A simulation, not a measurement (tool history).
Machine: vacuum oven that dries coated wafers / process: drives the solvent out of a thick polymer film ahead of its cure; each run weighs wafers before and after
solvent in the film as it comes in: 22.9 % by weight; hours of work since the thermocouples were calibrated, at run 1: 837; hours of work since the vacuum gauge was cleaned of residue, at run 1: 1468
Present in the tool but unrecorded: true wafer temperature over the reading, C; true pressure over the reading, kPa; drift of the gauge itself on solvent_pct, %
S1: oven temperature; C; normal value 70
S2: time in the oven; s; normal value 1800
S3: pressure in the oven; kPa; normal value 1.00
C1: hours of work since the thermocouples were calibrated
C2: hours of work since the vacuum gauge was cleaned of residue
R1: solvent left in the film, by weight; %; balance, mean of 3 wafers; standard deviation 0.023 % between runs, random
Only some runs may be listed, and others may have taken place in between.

| run | day | S1 | S2 | S3 | C1 | C2 | R1 |
|---|---|---|---|---|---|---|---|
| 1 | 0.000 | 70 | 1800 | 1.00 | 837 | 1468 | 2.94 |
| 2 | 1.379 | 70 | 1800 | 1.00 | 862 | 1493 | 2.97 |
| 3 | 3.692 | 70 | 1800 | 1.00 | 904 | 1535 | 2.99 |
| 4 | 4.925 | 70 | 960 | 1.00 | 926 | 1557 | 6.70 |
| 5 | 6.533 | 70 | 960 | 1.00 | 956 | 1587 | 6.71 |
| 6 | 7.829 | 70 | 1800 | 0.95 | 979 | 1610 | 2.93 |
| 7 | 9.750 | 78 | 1800 | 1.00 | 1014 | 1645 | 1.12 |
| 8 | 11.646 | 78 | 1800 | 1.00 | 1049 | 1680 | 1.08 |
| 9 | 13.812 | 72 | 1800 | 1.00 | 1088 | 1720 | 2.34 |
|  | 14.517 | vacuum gauge cleaned of residue and calibrated |
| 10 | 16.496 | 77 | 1800 | 1.00 | 1136 | 36 | 1.14 |
| 11 | 18.542 | 77 | 1800 | 1.00 | 1174 | 73 | 1.10 |
|  | 19.554 | oven's thermocouples calibrated |
| 12 | 21.058 | 77 | 1800 | 0.63 | 27 | 118 | 1.01 |
| 13 | 22.317 | 77 | 1800 | 0.63 | 50 | 141 | 1.00 |
| 14 | 24.062 | 77 | 1800 | 0.63 | 82 | 173 | 1.01 |
| 15 | 25.938 | 70 | 900 | 1.00 | 116 | 207 | 6.99 |
| 16 | 28.004 | 70 | 2220 | 1.00 | 154 | 244 | 1.93 |
| 17 | 29.200 | 70 | 2220 | 1.00 | 176 | 266 | 1.94 |
| 18 | 30.383 | 61 | 1020 | 0.66 | 198 | 288 | 9.95 |
| 19 | 33.100 | 61 | 1020 | 0.66 | 247 | 337 | 9.90 |
| 20 | 34.962 | 58 | 2760 | 0.79 | 281 | 371 | 4.88 |
| 21 | 36.646 | 58 | 2760 | 2.18 | 312 | 402 | 5.84 |
| 22 | 38.204 | 58 | 2640 | 2.18 | 340 | 431 | 6.09 |
| 23 | 39.512 | 65 | 1800 | 3.66 | 364 | 454 | 6.03 |
| 24 | 42.117 | 65 | 1260 | 0.54 | 412 | 502 | 6.65 |
| 25 | 43.546 | 75 | 1800 | 0.69 | 438 | 528 | 1.37 |
| 26 | 45.488 | 75 | 1800 | 0.69 | 473 | 563 | 1.35 |
| 27 | 47.171 | 59 | 1440 | 2.17 | 504 | 594 | 9.30 |
| 28 | 49.638 | 77 | 1740 | 3.35 | 549 | 639 | 2.08 |
| 29 | 51.667 | 70 | 1800 | 1.35 | 586 | 676 | 2.89 |
| 30 | 53.738 | 70 | 1020 | 0.89 | 624 | 714 | 5.97 |
| 31 | 55.433 | 75 | 1800 | 0.69 | 654 | 745 | 1.34 |
| 32 | 58.167 | 75 | 1800 | 0.69 | 704 | 795 | 1.36 |
| 33 | 59.604 | 72 | 1320 | 2.17 | 731 | 821 | 4.10 |
| 34 | 62.096 | 72 | 1260 | 3.02 | 776 | 866 | 4.67 |

Measured minus without-hidden-state, run by run (identical run-to-run variation in each term; gauge scatter may differ):
| run | R1 |
|---|---|
| 1 | +0.04 |
| 2 | +0.03 |
| 3 | +0.03 |
| 4 | -0.03 |
| 5 | -0.04 |
| 6 | +0.02 |
| 7 | +0.05 |
| 8 | +0.05 |
| 9 | +0.02 |
| 10 | -0.07 |
| 11 | -0.07 |
| 12 | -0.06 |
| 13 | -0.06 |
| 14 | -0.06 |
| 15 | -0.19 |
| 16 | -0.11 |
| 17 | -0.11 |
| 18 | -0.21 |
| 19 | -0.21 |
| 20 | -0.22 |
| 21 | -0.24 |
| 22 | -0.24 |
| 23 | -0.25 |
| 24 | -0.26 |
| 25 | -0.10 |
| 26 | -0.11 |
| 27 | -0.30 |
| 28 | -0.12 |
| 29 | -0.21 |
| 30 | -0.32 |
| 31 | -0.12 |
| 32 | -0.13 |
| 33 | -0.29 |
| 34 | -0.31 |

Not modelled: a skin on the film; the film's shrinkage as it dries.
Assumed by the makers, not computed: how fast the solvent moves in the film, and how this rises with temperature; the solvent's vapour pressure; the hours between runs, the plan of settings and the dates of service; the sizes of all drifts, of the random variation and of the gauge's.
